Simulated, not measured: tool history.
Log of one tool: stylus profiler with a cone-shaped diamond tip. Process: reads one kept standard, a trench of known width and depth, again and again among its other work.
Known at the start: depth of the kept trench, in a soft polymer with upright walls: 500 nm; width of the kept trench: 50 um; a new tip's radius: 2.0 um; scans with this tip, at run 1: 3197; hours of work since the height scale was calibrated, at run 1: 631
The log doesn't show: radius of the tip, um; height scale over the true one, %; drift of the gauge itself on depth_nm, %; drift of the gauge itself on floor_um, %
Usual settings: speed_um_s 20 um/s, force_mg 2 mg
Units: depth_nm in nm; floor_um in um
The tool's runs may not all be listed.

| run | hour | speed_um_s | force_mg | scans with this tip | hours of work since the height scale was calibrated | depth_nm | floor_um |
|---|---|---|---|---|---|---|---|
| 1 | 0 | 20 | 2 | 3197 | 631 | 504.09 | 46.72 |
| 2 | 59.5 | 20 | 2 | 3379 | 667 | 503.96 | 46.61 |
| 3 | 100.7 | 20 | 0.84 | 3506 | 692 | 501.73 | 46.59 |
| 4 | 160.4 | 20 | 0.84 | 3689 | 728 | 501.42 | 46.57 |
| 5 | 241.5 | 20 | 2 | 3938 | 778 | 503.78 | 46.57 |
|  | 248.3 | height scale calibrated on a step standard |
| 6 | 307.3 | 20 | 2 | 4139 | 36 | 502.8 | 46.59 |
| 7 | 387.3 | 20 | 2 | 4384 | 84 | 502.63 | 46.5 |
| 8 | 458.6 | 43 | 1.34 | 4603 | 127 | 501.39 | 46.25 |

Run 9 comes next. What will it give?
| 9 | 538.7 | 43 | 1.34 | 4849 | 176 | ? | ? |

depth_nm: 501.09 nm
floor_um: 46.25 um
Without the tool's hidden state the same run would have given depth_nm 503.82 nm, floor_um 47.01 um.
